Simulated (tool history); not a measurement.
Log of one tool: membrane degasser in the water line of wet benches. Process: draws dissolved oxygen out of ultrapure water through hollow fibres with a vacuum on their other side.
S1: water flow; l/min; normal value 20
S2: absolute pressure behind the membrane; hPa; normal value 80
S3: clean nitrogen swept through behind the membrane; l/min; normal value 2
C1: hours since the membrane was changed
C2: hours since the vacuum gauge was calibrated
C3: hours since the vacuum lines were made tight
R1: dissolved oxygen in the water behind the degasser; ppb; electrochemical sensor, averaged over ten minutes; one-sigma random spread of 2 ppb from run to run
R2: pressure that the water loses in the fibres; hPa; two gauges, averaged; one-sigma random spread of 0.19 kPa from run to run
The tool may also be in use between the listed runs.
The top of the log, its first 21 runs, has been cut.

run,hour,S1,S2,S3,C1,C2,C3,R1,R2
22,805.2,17,80,1.95,1268,4341,6926,142.6,313
23,856.6,17,80,1.95,1319,4392,6977,142.2,314.3
24,885.5,17,80,1.28,1348,4421,7006,185.8,307.1
25,928.5,17,80,1.28,1391,4464,7049,186.2,310.3
26,967.4,29,80,2,1430,4503,7088,457.2,522.6
27,1011.4,17,80,4.64,1474,4547,7132,86.3,304.7
28,1036.6,15,54.6,1.05,1499,4572,7157,99.3,269.1
29,1085.2,15,181,2.44,1548,4621,7206,238.2,269.2
30,1134.8,15,181,2.44,1597,4671,7255,238.3,267.9
31,1177.1,23,80,2.2,1640,4713,7297,262.5,410.2
32,1203.9,23,80,2.2,1666,4740,7324,263.6,409.7

Forecast each of these 4 alternatives for the next run:
A,1229.7,20,80,2.2,1692,4766,7350,?,?
B,1229.7,21,170.8,2.54,1692,4766,7350,?,?
C,1229.7,13,80.8,2.2,1692,4766,7350,?,?
D,1229.7,28,80,1.21,1692,4766,7350,?,?

run,R1,R2
A,189.6,353.2
B,364.5,374.2
C,80.3,233.9
D,510.2,493.6
Stripped of hidden state, with their random variation kept, the same runs would have yielded:
run,R1,R2
A,189.5,373.9
B,364.3,396.2
C,80.3,247.5
D,509.9,522.6
